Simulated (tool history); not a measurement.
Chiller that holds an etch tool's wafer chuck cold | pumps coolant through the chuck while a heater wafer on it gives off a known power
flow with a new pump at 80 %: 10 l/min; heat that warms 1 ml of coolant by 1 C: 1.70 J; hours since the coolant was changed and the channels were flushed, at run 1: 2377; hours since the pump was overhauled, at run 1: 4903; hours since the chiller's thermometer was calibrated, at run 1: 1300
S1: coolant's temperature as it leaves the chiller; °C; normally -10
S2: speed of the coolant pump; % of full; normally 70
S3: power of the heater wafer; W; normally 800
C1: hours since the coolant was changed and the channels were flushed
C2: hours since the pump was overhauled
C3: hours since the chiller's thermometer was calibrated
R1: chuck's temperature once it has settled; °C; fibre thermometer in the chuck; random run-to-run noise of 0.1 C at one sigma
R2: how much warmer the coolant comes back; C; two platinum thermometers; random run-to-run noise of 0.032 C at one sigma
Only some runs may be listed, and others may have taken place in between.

run    hour   S1  S2    S3    C1    C2    C3     R1    R2
  1       0  -10  70   800  2377  4903  1300   -3.5  3.28
  2     121  -10  70   800  2498  5024  1421   -3.5  3.26
  3   233.3  -10  70   800  2610  5136  1533   -3.6  3.23
  4   317.7  -10  70   800  2695  5220  1618   -3.5  3.29
  5   421.4  -10  70   800  2799  5324  1722   -3.5   3.3
  6   563.5  -10  70   800  2941  5466  1864   -3.2  3.28
  7   651.3  -10  70   800  3028  5554  1952   -3.4  3.28
  8   779.4  -10  70   800  3157  5682  2080   -3.5  3.25
      843.8  -- chiller's thermometer calibrated
  9   846.5  -10  70   800  3223  5748     3   -3.3  3.29
 10  1008.3  -10  70   447  3384  5910   164   -6.4  1.83
 11  1108.5  -10  70   800  3485  6010   265   -3.5  3.24
 12  1214.9  -10  70   800  3591  6117   371   -3.4  3.25
 13  1366.7  -10  70   800  3743  6268   523   -3.5  3.29
 14  1529.5  -10  70   800  3906  6431   686   -3.4  3.28
 15  1657.7  -10  70   800  4034  6559   814   -3.4  3.28
 16  1811.4  -10  70   800  4187  6713   968   -3.5  3.24
 17  1933.3   -1  67  1054  4309  6835  1089    7.8  4.54
 18  2037.6  -18  88   640  4414  6939  1194  -13.6  2.04
 19  2149.6  -18  88   640  4526  7051  1306  -13.5  2.03
 20  2267.5   -6  88  1112  4644  7169  1424    1.8  3.57
 21  2417.9  -10  66   682  4794  7320  1574   -4.1  3.01
 22  2580.1  -12  70  1016  4956  7482  1736   -3.7  4.12
 23  2726.1  -10  70   403  5102  7628  1882   -6.6  1.64
 24    2794  -10  70   403  5170  7696  1950   -6.6  1.64
 25  2928.1   -9  70   800  5304  7830  2084   -2.4  3.31
       2993  -- chiller's thermometer calibrated
 26  3047.4   -9  79   800  5422  7948    54     -3  2.87
 27  3178.4  -10  89   867  5554  8079   185   -3.9  2.78
 28  3255.8   -7  63   597  5631  8157   263   -1.7  2.72
 29  3377.7  -10  70  1128  5753  8278   385   -0.8  4.64
 30  3530.2  -18  70   654  5905  8431   537  -12.8  2.67
 31  3659.9  -18  70   654  6035  8561   667  -12.6  2.69

Hidden state at the last listed run before each entry between runs and at the first one after, where it differs:
Between runs 8 and 9: chiller's thermometer calibrated (hour 843.8)
  coolant's true temperature over the reading, C: -0.01 -> 0
Between runs 25 and 26: chiller's thermometer calibrated (hour 2993)
  coolant's true temperature over the reading, C: -0.01 -> 0
